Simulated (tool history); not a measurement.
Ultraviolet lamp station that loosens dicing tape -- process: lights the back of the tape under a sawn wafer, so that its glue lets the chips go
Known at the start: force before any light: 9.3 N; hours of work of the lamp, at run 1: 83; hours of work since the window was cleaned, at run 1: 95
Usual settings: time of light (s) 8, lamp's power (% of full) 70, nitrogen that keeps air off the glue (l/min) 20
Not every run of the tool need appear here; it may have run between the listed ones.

run	hour	time of light (s)	lamp's power (% of full)	nitrogen that keeps air off the glue (l/min)	hours of work of the lamp	hours of work since the window was cleaned	force that peels the tape off (N)	light that reached the tape (J/m2)
1	0.0	8	70	20	83	95	0.538	2150
2	13.2	5	70	20	92	104	1.453	1340
3	28.7	8	70	13	102	114	0.665	2140
4	41.0	8	70	20	110	122	0.547	2120
5	53.5	8	93	20	118	130	0.313	2800
6	67.1	8	82	20	127	139	0.397	2480
7	79.9	8	82	20	136	148	0.406	2450
8	90.2	13	82	12	143	155	0.235	3930
9	98.0	9	77	37	148	160	0.328	2560
10	105.1	8	70	7	153	165	0.935	2090
11	117.5	8	70	7	161	173	0.932	2070
12	133.6	8	70	7	171	184	0.922	2070
13	143.1	4	82	8	178	190	2.210	1210
14	150.2	8	76	20	183	195	0.497	2280

Each row is a separate what-if for the run after 14, all from the same tool condition, not one after another. Results?
A	157.8	4	70	10	188	200	?	?
B	157.8	4	65	10	188	200	?	?
C	157.8	11	76	20	188	200	?	?

run	force that peels the tape off (N)	light that reached the tape (J/m2)
A	2.665	1040
B	2.806	950
C	0.265	3080
With no hidden state in the tool, these same runs would have given:
run	force that peels the tape off (N)	light that reached the tape (J/m2)
A	2.345	1140
B	2.490	1050
C	0.234	3400
